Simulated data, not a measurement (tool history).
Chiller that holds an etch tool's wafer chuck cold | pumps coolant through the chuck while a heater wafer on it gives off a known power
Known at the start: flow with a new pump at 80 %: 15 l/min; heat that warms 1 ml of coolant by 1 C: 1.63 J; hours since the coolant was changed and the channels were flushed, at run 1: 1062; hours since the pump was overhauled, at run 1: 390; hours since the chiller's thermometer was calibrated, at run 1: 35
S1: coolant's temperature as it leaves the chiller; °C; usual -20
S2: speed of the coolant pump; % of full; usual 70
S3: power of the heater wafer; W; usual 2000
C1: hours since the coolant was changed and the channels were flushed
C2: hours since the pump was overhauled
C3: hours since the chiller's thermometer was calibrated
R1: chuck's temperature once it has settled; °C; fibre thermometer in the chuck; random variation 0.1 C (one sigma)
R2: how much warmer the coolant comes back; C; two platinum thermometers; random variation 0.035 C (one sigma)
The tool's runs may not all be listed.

{"run": 1, "hour": 0.0, "S1": -20, "S2": 70, "S3": 2000, "C1": 1062, "C2": 390, "C3": 35, "R1": -4.2, "R2": 5.87}
{"run": 2, "hour": 150.5, "S1": -20, "S2": 70, "S3": 2000, "C1": 1212, "C2": 540, "C3": 186, "R1": -3.8, "R2": 5.84}
{"run": 3, "hour": 387.2, "S1": -26, "S2": 70, "S3": 2000, "C1": 1449, "C2": 777, "C3": 423, "R1": -9.9, "R2": 5.95}
{"run": 4, "hour": 519.9, "S1": -26, "S2": 70, "S3": 2000, "C1": 1582, "C2": 910, "C3": 555, "R1": -9.8, "R2": 5.92}
{"run": 5, "hour": 700.2, "S1": -27, "S2": 70, "S3": 2000, "C1": 1762, "C2": 1090, "C3": 736, "R1": -10.8, "R2": 6.01}
{"run": 6, "hour": 927.0, "S1": -20, "S2": 70, "S3": 2000, "C1": 1989, "C2": 1317, "C3": 962, "R1": -3.5, "R2": 6.1}
{"run": 7, "hour": 1098.0, "S1": -20, "S2": 70, "S3": 2000, "C1": 2160, "C2": 1488, "C3": 1133, "R1": -3.4, "R2": 6.06}
{"run": 8, "hour": 1308.4, "S1": -20, "S2": 71, "S3": 2000, "C1": 2370, "C2": 1698, "C3": 1344, "R1": -3.4, "R2": 6.04}
{"run": 9, "hour": 1410.9, "S1": -20, "S2": 70, "S3": 2000, "C1": 2473, "C2": 1801, "C3": 1446, "R1": -3.1, "R2": 6.14}
{"run": 10, "hour": 1640.9, "S1": -20, "S2": 70, "S3": 2000, "C1": 2703, "C2": 2031, "C3": 1676, "R1": -2.9, "R2": 6.19}
{"run": 11, "hour": 1754.2, "S1": -20, "S2": 70, "S3": 1297, "C1": 2816, "C2": 2144, "C3": 1790, "R1": -8.8, "R2": 4.09}
{"run": 12, "hour": 1962.2, "S1": -20, "S2": 70, "S3": 1297, "C1": 3024, "C2": 2352, "C3": 1998, "R1": -8.9, "R2": 4.14}
{"run": 13, "hour": 2133.4, "S1": -20, "S2": 70, "S3": 1297, "C1": 3195, "C2": 2523, "C3": 2169, "R1": -8.6, "R2": 4.12}
{"run": 14, "hour": 2273.3, "S1": -20, "S2": 70, "S3": 2000, "C1": 3335, "C2": 2663, "C3": 2309, "R1": -2.2, "R2": 6.42}
{"run": 15, "hour": 2406.4, "S1": -20, "S2": 70, "S3": 1712, "C1": 3468, "C2": 2796, "C3": 2442, "R1": -4.6, "R2": 5.49}
{"run": 16, "hour": 2601.2, "S1": -17, "S2": 70, "S3": 2000, "C1": 3663, "C2": 2991, "C3": 2637, "R1": 1.1, "R2": 6.41}
{"run": 17, "hour": 2831.3, "S1": -17, "S2": 70, "S3": 2000, "C1": 3893, "C2": 3221, "C3": 2867, "R1": 1.4, "R2": 6.45}
{"hour": 2855.7, "done": "coolant changed, channels flushed"}
{"hour": 2860.7, "done": "coolant pump overhauled"}
{"run": 18, "hour": 3056.5, "S1": -12, "S2": 70, "S3": 1091, "C1": 196, "C2": 196, "C3": 3081, "R1": -2.8, "R2": 3.65}
{"run": 19, "hour": 3272.5, "S1": -13, "S2": 67, "S3": 2000, "C1": 412, "C2": 412, "C3": 3297, "R1": 4.9, "R2": 7.23}
{"run": 20, "hour": 3410.7, "S1": -28, "S2": 67, "S3": 2580, "C1": 550, "C2": 550, "C3": 3435, "R1": -4.4, "R2": 9.4}
{"run": 21, "hour": 3507.8, "S1": -28, "S2": 67, "S3": 2580, "C1": 647, "C2": 647, "C3": 3532, "R1": -4.2, "R2": 9.4}
{"run": 22, "hour": 3693.7, "S1": -28, "S2": 67, "S3": 2580, "C1": 833, "C2": 833, "C3": 3718, "R1": -4.2, "R2": 9.46}
{"run": 23, "hour": 3818.6, "S1": -17, "S2": 70, "S3": 1120, "C1": 958, "C2": 958, "C3": 3843, "R1": -7.2, "R2": 3.96}
{"run": 24, "hour": 3920.7, "S1": -17, "S2": 98, "S3": 1120, "C1": 1060, "C2": 1060, "C3": 3945, "R1": -9.6, "R2": 2.74}
{"run": 25, "hour": 4081.1, "S1": -17, "S2": 98, "S3": 1120, "C1": 1220, "C2": 1220, "C3": 4106, "R1": -9.6, "R2": 2.7}
{"hour": 4165.7, "done": "coolant pump overhauled, once more"}
{"run": 26, "hour": 4193.3, "S1": -17, "S2": 95, "S3": 1120, "C1": 1328, "C2": 28, "C3": 4213, "R1": -10.7, "R2": 2.25}
{"hour": 4232.7, "done": "chiller's thermometer calibrated"}
{"run": 27, "hour": 4305.1, "S1": -29, "S2": 70, "S3": 2358, "C1": 1438, "C2": 138, "C3": 72, "R1": -10.3, "R2": 6.84}
{"run": 28, "hour": 4492.0, "S1": -19, "S2": 76, "S3": 1352, "C1": 1625, "C2": 325, "C3": 259, "R1": -8.9, "R2": 3.62}
{"run": 29, "hour": 4710.5, "S1": -20, "S2": 70, "S3": 2569, "C1": 1844, "C2": 544, "C3": 478, "R1": 0.7, "R2": 7.56}
{"run": 30, "hour": 4876.4, "S1": -20, "S2": 70, "S3": 2569, "C1": 2010, "C2": 710, "C3": 644, "R1": 0.9, "R2": 7.52}
{"run": 31, "hour": 5044.1, "S1": -26, "S2": 70, "S3": 2569, "C1": 2177, "C2": 877, "C3": 811, "R1": -4.7, "R2": 7.64}
{"run": 32, "hour": 5142.2, "S1": -29, "S2": 66, "S3": 2754, "C1": 2276, "C2": 975, "C3": 910, "R1": -4.9, "R2": 8.79}

Forecast each of these 3 alternatives for the next run:
{"run": "A", "hour": 5345.9, "S1": -13, "S2": 60, "S3": 1010, "C1": 2479, "C2": 1179, "C3": 1113, "R1": "?", "R2": "?"}
{"run": "B", "hour": 5345.9, "S1": -15, "S2": 70, "S3": 2000, "C1": 2479, "C2": 1179, "C3": 1113, "R1": "?", "R2": "?"}
{"run": "C", "hour": 5345.9, "S1": -29, "S2": 66, "S3": 1264, "C1": 2479, "C2": 1179, "C3": 1113, "R1": "?", "R2": "?"}

run=A R1=-3.4 R2=3.65
run=B R1=1.8 R2=6.01
run=C R1=-17.8 R2=4.08
Without the tool's hidden state the same runs would have given:
run=A R1=-4.3 R2=3.48
run=B R1=0.2 R2=5.72
run=C R1=-18.8 R2=3.89
